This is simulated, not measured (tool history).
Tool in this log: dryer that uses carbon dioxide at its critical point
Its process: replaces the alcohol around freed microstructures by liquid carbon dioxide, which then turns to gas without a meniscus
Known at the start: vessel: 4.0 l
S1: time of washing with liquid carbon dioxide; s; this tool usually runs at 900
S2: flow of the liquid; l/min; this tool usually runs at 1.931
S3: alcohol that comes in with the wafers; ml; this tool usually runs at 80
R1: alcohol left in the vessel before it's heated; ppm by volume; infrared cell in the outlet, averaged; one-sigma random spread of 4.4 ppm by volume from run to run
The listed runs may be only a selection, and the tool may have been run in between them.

run	hour	S1	S2	S3	R1
1	0.0	900	1.931	80	52
2	15.6	900	1.931	80	61
3	29.5	900	1.931	80	59
4	41.0	900	1.931	80	61
5	62.6	1080	1.931	80	45
6	73.9	1080	1.931	80	37
7	94.5	1080	1.931	80	45
8	114.0	1140	2.870	37	34
9	129.6	1080	1.230	96	180
10	153.3	660	3.070	66	38
11	164.2	660	3.070	66	45
12	187.6	900	2.500	77	28
13	202.1	900	2.500	77	43

Predict each of these 5 candidate next runs independently; none follows another, all start after run 13:
A	213.1	900	2.500	106	?
B	213.1	660	2.500	77	?
C	213.1	900	1.590	72	?
D	213.1	1080	1.170	68	?
E	213.1	1260	2.500	52	?

run	R1
A	48
B	79
C	118
D	164
E	43
With the hidden condition removed and each run's random variation left untouched, the same runs would have given:
run	R1
A	11
B	35
C	69
D	106
E	9
